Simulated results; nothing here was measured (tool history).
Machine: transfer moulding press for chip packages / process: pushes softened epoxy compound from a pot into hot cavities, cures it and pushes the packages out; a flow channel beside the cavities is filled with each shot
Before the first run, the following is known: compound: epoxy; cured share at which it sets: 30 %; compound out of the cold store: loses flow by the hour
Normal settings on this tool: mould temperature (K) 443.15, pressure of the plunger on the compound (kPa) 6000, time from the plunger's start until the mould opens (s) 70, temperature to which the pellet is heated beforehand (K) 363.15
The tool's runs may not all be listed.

run   hour  mould temperature (K)  pressure of the plunger on the compound (kPa)  time from the plunger's start until the mould opens (s)  temperature to which the pellet is heated beforehand (K)  incoming compound's hours out of the cold store  length that the compound runs in the flow channel (mm)  greatest force on the pins that push the packages out (N)
  1      0                 443.15                                           6000                                                       70                                                    363.15                                             13.6                                                     856                                                        302
       8.1  -- cavities cleaned with cleaning compound and waxed
  2   25.5                 443.15                                           6000                                                       70                                                    363.15                                             19.6                                                     852                                                        293
      40.8  -- cavities cleaned with cleaning compound and waxed
  3     46                 443.15                                           6000                                                       70                                                    363.15                                             45.4                                                     790                                                        279
      58.7  -- plunger's sealing rings changed
  4   68.8                 443.15                                           6000                                                       70                                                    363.15                                             45.3                                                     796                                                        294
      74.3  -- cavities cleaned with cleaning compound and waxed
  5   99.4                 443.15                                           6000                                                       70                                                    363.15                                             23.9                                                     842                                                        291
     106.4  -- cavities cleaned with cleaning compound and waxed
  6  113.8                 443.15                                           6000                                                       70                                                    372.15                                             27.5                                                     836                                                        302
  7  129.9                 443.15                                           5660                                                       70                                                    363.15                                             45.9                                                     764                                                        303
     138.4  -- cavities cleaned with cleaning compound and waxed
  8  159.8                 443.15                                           5660                                                       70                                                    363.15                                               31                                                     804                                                        298
     170.1  -- cavities cleaned with cleaning compound and waxed
  9  176.1                 443.15                                           5660                                                       70                                                    363.15                                             38.2                                                     788                                                        289
     201.9  -- cavities cleaned with cleaning compound and waxed
 10  202.4                 443.15                                           6000                                                       70                                                    363.15                                               29                                                     836                                                        310
 11  230.9                 443.15                                           7240                                                       70                                                    363.15                                               16                                                     942                                                        312
     234.9  -- cavities cleaned with cleaning compound and waxed
 12  254.9                 443.15                                           7240                                                       70                                                    363.15                                             35.4                                                     900                                                        307
     266.4  -- cavities cleaned with cleaning compound and waxed
 13  281.4                 443.15                                           7240                                                       70                                                    363.15                                             24.8                                                     922                                                        306
     298.5  -- cavities cleaned with cleaning compound and waxed
 14  311.2                 448.15                                           4990                                                       70                                                    359.15                                             46.3                                                     713                                                        245
 15  327.6                 444.15                                           6000                                                       87                                                    371.15                                             39.7                                                     796                                                        230
     331.1  -- cavities cleaned with cleaning compound and waxed
 16  346.4                 442.15                                           6000                                                       87                                                    367.15                                             47.4                                                     786                                                        231
     365.3  -- plunger's sealing rings changed
     366.8  -- cavities cleaned with cleaning compound and waxed
 17  371.3                 446.15                                           7040                                                       76                                                    363.15                                             22.2                                                     918                                                        246
 18  387.1                 437.15                                           5390                                                      101                                                    354.15                                             42.3                                                     761                                                        248

Run 19, settings as shown, results not yet in. Your forecast:
     398.8  -- cavities cleaned with cleaning compound and waxed
 19  418.6                 443.15                                           6000                                                       67                                                    363.15                                              9.3                                                       ?                                                          ?

Logged for run 19: length that the compound runs in the flow channel (mm) 884, greatest force on the pins that push the packages out (N) 352.
Had the tool carried no hidden state, the very same run would have given length that the compound runs in the flow channel (mm) 884, greatest force on the pins that push the packages out (N) 349.

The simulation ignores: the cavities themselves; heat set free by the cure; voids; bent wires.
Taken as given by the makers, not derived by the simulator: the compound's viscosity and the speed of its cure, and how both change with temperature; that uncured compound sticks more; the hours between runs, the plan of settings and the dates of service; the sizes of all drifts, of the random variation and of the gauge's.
